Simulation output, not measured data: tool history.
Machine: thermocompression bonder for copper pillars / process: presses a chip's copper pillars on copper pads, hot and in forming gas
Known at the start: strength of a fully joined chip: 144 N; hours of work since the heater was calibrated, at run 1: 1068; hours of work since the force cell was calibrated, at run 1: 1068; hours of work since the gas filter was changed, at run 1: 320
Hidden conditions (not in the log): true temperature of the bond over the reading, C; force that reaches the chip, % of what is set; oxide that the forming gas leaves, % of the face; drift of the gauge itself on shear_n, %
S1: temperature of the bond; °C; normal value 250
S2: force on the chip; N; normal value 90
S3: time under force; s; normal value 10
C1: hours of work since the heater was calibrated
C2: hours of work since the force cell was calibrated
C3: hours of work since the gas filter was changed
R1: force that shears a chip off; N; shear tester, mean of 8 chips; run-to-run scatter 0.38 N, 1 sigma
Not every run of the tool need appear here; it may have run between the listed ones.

run 1 hour=0.0 | S1=250 S2=90 S3=10 | C1=1068 C2=1068 C3=320 | R1=95.7
-- hour=15.1 forming gas filter changed
run 2 hour=52.7 | S1=250 S2=90 S3=10 | C1=1100 C2=1100 C3=23 | R1=95.4
run 3 hour=98.9 | S1=250 S2=90 S3=17 | C1=1128 C2=1128 C3=51 | R1=109.3
run 4 hour=146.9 | S1=250 S2=90 S3=17 | C1=1158 C2=1158 C3=81 | R1=108.4
run 5 hour=171.7 | S1=250 S2=90 S3=17 | C1=1173 C2=1173 C3=96 | R1=108.7
run 6 hour=217.2 | S1=250 S2=90 S3=17 | C1=1201 C2=1201 C3=124 | R1=108.0
run 7 hour=241.0 | S1=250 S2=90 S3=17 | C1=1215 C2=1215 C3=138 | R1=108.0
run 8 hour=272.9 | S1=250 S2=90 S3=10 | C1=1235 C2=1235 C3=158 | R1=94.5
run 9 hour=324.3 | S1=250 S2=90 S3=10 | C1=1266 C2=1266 C3=189 | R1=94.7
run 10 hour=355.4 | S1=250 S2=90 S3=9 | C1=1285 C2=1285 C3=208 | R1=91.6
run 11 hour=401.5 | S1=250 S2=90 S3=10 | C1=1313 C2=1313 C3=236 | R1=93.8
run 12 hour=424.2 | S1=250 S2=90 S3=10 | C1=1327 C2=1327 C3=250 | R1=94.3
run 13 hour=466.5 | S1=250 S2=90 S3=10 | C1=1353 C2=1353 C3=276 | R1=94.1
run 14 hour=488.7 | S1=250 S2=90 S3=10 | C1=1367 C2=1367 C3=290 | R1=93.7
run 15 hour=524.4 | S1=250 S2=90 S3=10 | C1=1389 C2=1389 C3=312 | R1=94.2
-- hour=550.6 forming gas filter changed
run 16 hour=571.3 | S1=250 S2=90 S3=9 | C1=1417 C2=1417 C3=13 | R1=90.8
run 17 hour=597.1 | S1=250 S2=90 S3=10 | C1=1433 C2=1433 C3=29 | R1=93.3
run 18 hour=624.3 | S1=250 S2=90 S3=10 | C1=1449 C2=1449 C3=45 | R1=94.0
run 19 hour=647.2 | S1=250 S2=90 S3=10 | C1=1463 C2=1463 C3=59 | R1=94.0
run 20 hour=678.6 | S1=250 S2=90 S3=10 | C1=1483 C2=1483 C3=78 | R1=93.9
-- hour=683.5 gauge calibrated
run 21 hour=719.2 | S1=224 S2=83 S3=19 | C1=1507 C2=1507 C3=103 | R1=87.8
run 22 hour=746.7 | S1=273 S2=97 S3=6 | C1=1524 C2=1524 C3=120 | R1=103.2
run 23 hour=778.1 | S1=224 S2=90 S3=16 | C1=1543 C2=1543 C3=139 | R1=88.3
run 24 hour=816.7 | S1=224 S2=90 S3=16 | C1=1567 C2=1567 C3=163 | R1=87.2
run 25 hour=842.5 | S1=279 S2=89 S3=10 | C1=1583 C2=1583 C3=179 | R1=112.9
run 26 hour=878.9 | S1=253 S2=68 S3=13 | C1=1605 C2=1605 C3=201 | R1=86.5
run 27 hour=920.0 | S1=250 S2=90 S3=10 | C1=1630 C2=1630 C3=226 | R1=95.0
run 28 hour=968.9 | S1=250 S2=90 S3=10 | C1=1660 C2=1660 C3=256 | R1=94.7
-- hour=983.9 heater calibrated with a thermocouple chip
run 29 hour=1005.7 | S1=226 S2=78 S3=10 | C1=13 C2=1682 C3=277 | R1=67.2
-- hour=1021.7 force cell calibrated
run 30 hour=1059.3 | S1=275 S2=108 S3=9 | C1=45 C2=23 C3=309 | R1=117.3
-- hour=1087.9 forming gas filter changed
run 31 hour=1093.6 | S1=275 S2=108 S3=9 | C1=66 C2=44 C3=3 | R1=117.8
run 32 hour=1133.1 | S1=262 S2=107 S3=14 | C1=90 C2=68 C3=28 | R1=119.3
run 33 hour=1166.0 | S1=271 S2=83 S3=21 | C1=110 C2=88 C3=48 | R1=122.0
run 34 hour=1198.6 | S1=274 S2=59 S3=10 | C1=130 C2=108 C3=68 | R1=84.1
run 35 hour=1233.7 | S1=274 S2=59 S3=10 | C1=152 C2=129 C3=89 | R1=83.7
run 36 hour=1281.1 | S1=274 S2=59 S3=10 | C1=181 C2=158 C3=118 | R1=83.7
-- hour=1309.5 gauge calibrated
run 37 hour=1331.5 | S1=221 S2=62 S3=18 | C1=211 C2=189 C3=149 | R1=65.9
run 38 hour=1379.1 | S1=221 S2=62 S3=18 | C1=241 C2=218 C3=178 | R1=65.7
run 39 hour=1414.1 | S1=221 S2=62 S3=18 | C1=262 C2=240 C3=200 | R1=65.3

For each run, the measured value with the value that run would have given without the tool's hidden condition subtracted. The run-to-run variation is shared by both, the gauge scatter possibly not:
run=1 R1=+0.0
run=2 R1=+0.1
run=3 R1=-0.1
run=4 R1=-0.3
run=5 R1=-0.5
run=6 R1=-0.6
run=7 R1=-0.7
run=8 R1=-0.6
run=9 R1=-0.8
run=10 R1=-0.9
run=11 R1=-1.1
run=12 R1=-1.2
run=13 R1=-1.4
run=14 R1=-1.4
run=15 R1=-1.5
run=16 R1=-1.4
run=17 R1=-1.5
run=18 R1=-1.6
run=19 R1=-1.6
run=20 R1=-1.7
run=21 R1=+0.3
run=22 R1=+0.1
run=23 R1=+0.1
run=24 R1=-0.1
run=25 R1=-0.4
run=26 R1=-0.3
run=27 R1=-0.5
run=28 R1=-0.7
run=29 R1=-0.8
run=30 R1=-1.9
run=31 R1=-1.6
run=32 R1=-1.8
run=33 R1=-2.0
run=34 R1=-1.4
run=35 R1=-1.6
run=36 R1=-1.7
run=37 R1=-0.1
run=38 R1=-0.2
run=39 R1=-0.3

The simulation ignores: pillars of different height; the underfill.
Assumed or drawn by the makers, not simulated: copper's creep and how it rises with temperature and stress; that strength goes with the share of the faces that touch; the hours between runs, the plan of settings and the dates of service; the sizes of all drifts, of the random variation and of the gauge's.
